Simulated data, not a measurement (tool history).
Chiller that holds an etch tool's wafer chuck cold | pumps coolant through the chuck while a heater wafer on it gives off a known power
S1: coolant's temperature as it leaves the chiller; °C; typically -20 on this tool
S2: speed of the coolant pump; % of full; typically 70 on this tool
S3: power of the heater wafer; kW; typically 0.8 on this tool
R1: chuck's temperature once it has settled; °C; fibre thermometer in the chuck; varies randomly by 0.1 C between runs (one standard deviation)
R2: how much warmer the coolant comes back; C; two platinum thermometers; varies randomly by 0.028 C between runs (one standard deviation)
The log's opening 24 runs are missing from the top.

| run | hour | S1 | S2 | S3 | R1 | R2 |
|---|---|---|---|---|---|---|
| 25 | 1636.5 | -11 | 62 | 0.581 | -1.8 | 3.7 |
| 26 | 1727.9 | -11 | 90 | 0.76 | -1.3 | 3.23 |
| 27 | 1781 | -20 | 66 | 0.496 | -12.4 | 2.97 |
| 28 | 1831.5 | -20 | 66 | 0.496 | -12.2 | 2.95 |
| 29 | 1877.1 | -20 | 66 | 0.496 | -12.2 | 2.96 |
| 30 | 1933.7 | -20 | 66 | 0.496 | -12 | 2.99 |
| 31 | 1992.5 | -15 | 66 | 0.418 | -8.4 | 2.48 |
| 32 | 2063.4 | -20 | 91 | 0.621 | -11.7 | 2.57 |

Each row is a separate what-if for the run after 32, all from the same tool condition, not one after another. Results?
| A | 2116.1 | -16 | 99 | 0.412 | ? | ? |
| B | 2116.1 | -20 | 96 | 0.408 | ? | ? |
| C | 2116.1 | -20 | 91 | 0.759 | ? | ? |
| D | 2116.1 | -29 | 92 | 0.749 | ? | ? |

| run | R1 | R2 |
|---|---|---|
| A | -10.7 | 1.58 |
| B | -14.6 | 1.61 |
| C | -10.1 | 3.21 |
| D | -19.2 | 3.12 |
With no hidden state in the tool, these same runs would have given:
| run | R1 | R2 |
|---|---|---|
| A | -11.6 | 1.48 |
| B | -15.6 | 1.51 |
| C | -11.5 | 3.01 |
| D | -20.5 | 2.92 |
